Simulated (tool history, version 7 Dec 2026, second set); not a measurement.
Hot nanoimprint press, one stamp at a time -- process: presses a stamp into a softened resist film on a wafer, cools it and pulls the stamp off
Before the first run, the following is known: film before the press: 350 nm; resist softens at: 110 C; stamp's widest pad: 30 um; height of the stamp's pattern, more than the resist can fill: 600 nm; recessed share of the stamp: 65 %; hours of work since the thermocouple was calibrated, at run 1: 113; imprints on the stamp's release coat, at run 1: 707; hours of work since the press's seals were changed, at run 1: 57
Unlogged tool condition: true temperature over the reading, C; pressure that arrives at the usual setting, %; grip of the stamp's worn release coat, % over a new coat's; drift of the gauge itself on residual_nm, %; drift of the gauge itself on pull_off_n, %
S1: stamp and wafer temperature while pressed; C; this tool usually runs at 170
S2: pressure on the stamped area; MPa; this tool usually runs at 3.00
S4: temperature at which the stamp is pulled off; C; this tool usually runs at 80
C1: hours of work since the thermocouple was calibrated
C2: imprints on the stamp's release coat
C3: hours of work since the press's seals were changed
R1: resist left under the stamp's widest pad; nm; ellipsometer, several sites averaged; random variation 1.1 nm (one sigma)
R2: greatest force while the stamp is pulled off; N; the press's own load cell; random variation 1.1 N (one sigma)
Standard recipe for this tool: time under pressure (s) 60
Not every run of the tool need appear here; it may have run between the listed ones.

Run 1, hour 0.0: usual settings; C1 113; C2 707; C3 57. Result: R1 168.3 nm, R2 132 N.
Run 2, hour 6.2: usual settings; C1 118; C2 735; C3 61. Result: R1 167.1 nm, R2 133 N.
Run 3, hour 11.6: usual settings; C1 121; C2 758; C3 65. Result: R1 166.3 nm, R2 134 N.
Run 4, hour 22.4: usual settings; C1 129; C2 806; C3 73. Result: R1 167.3 nm, R2 135 N.
At hour 30.3: stamp cleaned and given a new release coat.
Run 5, hour 34.2: usual settings; C1 133; C2 17; C3 77. Result: R1 167.2 nm, R2 132 N.
Run 6, hour 40.9: usual settings; C1 138; C2 47; C3 81. Result: R1 165.7 nm, R2 133 N.
Run 7, hour 50.5: usual settings but time under pressure (s) 49; C1 144; C2 89; C3 88. Result: R1 176.1 nm, R2 133 N.
Run 8, hour 57.8: usual settings but S1 182 C, time under pressure (s) 49; C1 150; C2 121; C3 93. Result: R1 96.0 nm, R2 132 N.
Run 9, hour 62.9: usual settings; C1 153; C2 143; C3 97. Result: R1 167.0 nm, R2 132 N.
Run 10, hour 71.7: usual settings; C1 159; C2 182; C3 103. Result: R1 166.0 nm, R2 133 N.
Run 11, hour 80.6: usual settings; C1 166; C2 221; C3 109. Result: R1 165.4 nm, R2 132 N.
Run 12, hour 85.9: usual settings; C1 169; C2 244; C3 113. Result: R1 167.0 nm, R2 134 N.
Run 13, hour 91.0: usual settings; C1 173; C2 266; C3 117. Result: R1 167.5 nm, R2 132 N.
Run 14, hour 99.4: usual settings; C1 179; C2 304; C3 123. Result: R1 167.3 nm, R2 133 N.
Run 15, hour 110.2: usual settings but S4 74 C; C1 186; C2 351; C3 130. Result: R1 167.8 nm, R2 149 N.
Run 16, hour 119.3: usual settings but S1 163 C, S2 4.60 MPa, S4 74 C; C1 193; C2 391; C3 137. Result: R1 197.3 nm, R2 150 N.
Run 17, hour 127.2: usual settings but S1 163 C, S2 4.60 MPa, S4 74 C; C1 198; C2 426; C3 142. Result: R1 196.6 nm, R2 150 N.
Run 18, hour 139.1: usual settings but S1 176 C, S2 3.99 MPa, time under pressure (s) 44, S4 88 C; C1 207; C2 478; C3 150. Result: R1 114.8 nm, R2 109 N.
Run 19, hour 149.1: usual settings but S2 3.21 MPa, time under pressure (s) 48, S4 82 C; C1 214; C2 521; C3 157. Result: R1 173.9 nm, R2 128 N.
Run 20, hour 155.4: usual settings but S1 168 C; C1 218; C2 549; C3 162. Result: R1 185.0 nm, R2 132 N.
Run 21, hour 163.1: usual settings but S1 168 C; C1 224; C2 583; C3 167. Result: R1 184.7 nm, R2 132 N.
Run 22, hour 174.5: usual settings but S1 166 C, time under pressure (s) 67, S4 82 C; C1 232; C2 633; C3 175. Result: R1 198.8 nm, R2 127 N.
Run 23, hour 184.8: usual settings but S2 3.61 MPa; C1 239; C2 678; C3 183. Result: R1 150.9 nm, R2 130 N.
Run 24, hour 192.7: usual settings but S2 3.61 MPa; C1 244; C2 713; C3 188. Result: R1 151.7 nm, R2 133 N.
Run 25, hour 203.0: usual settings but S2 4.31 MPa, time under pressure (s) 69, S4 86 C; C1 252; C2 758; C3 195. Result: R1 131.6 nm, R2 113 N.
Run 26, hour 212.9: usual settings but S2 4.31 MPa, time under pressure (s) 69, S4 86 C; C1 259; C2 802; C3 202. Result: R1 130.4 nm, R2 114 N.
At hour 221.7: stamp cleaned and given a new release coat.
Run 27, hour 229.9: usual settings but S1 171 C, S2 3.19 MPa, time under pressure (s) 69, S4 71 C; C1 266; C2 36; C3 210. Result: R1 144.3 nm, R2 161 N.
Run 28, hour 240.9: usual settings but S1 171 C, S2 3.19 MPa, time under pressure (s) 69, S4 71 C; C1 274; C2 84; C3 218. Result: R1 144.8 nm, R2 159 N.
Run 29, hour 252.4: usual settings but S4 83 C; C1 282; C2 135; C3 226. Result: R1 167.1 nm, R2 125 N.

How the hidden state differs across the entries between the runs, from the last listed run before each to the first after it:
In the gap between runs 4 and 5: stamp cleaned and given a new release coat (hour 30.3)
  grip of the stamp's worn release coat, % over a new coat's: 0.2 -> 0
In the gap between runs 26 and 27: stamp cleaned and given a new release coat (hour 221.7)
  grip of the stamp's worn release coat, % over a new coat's: 0.2 -> 0
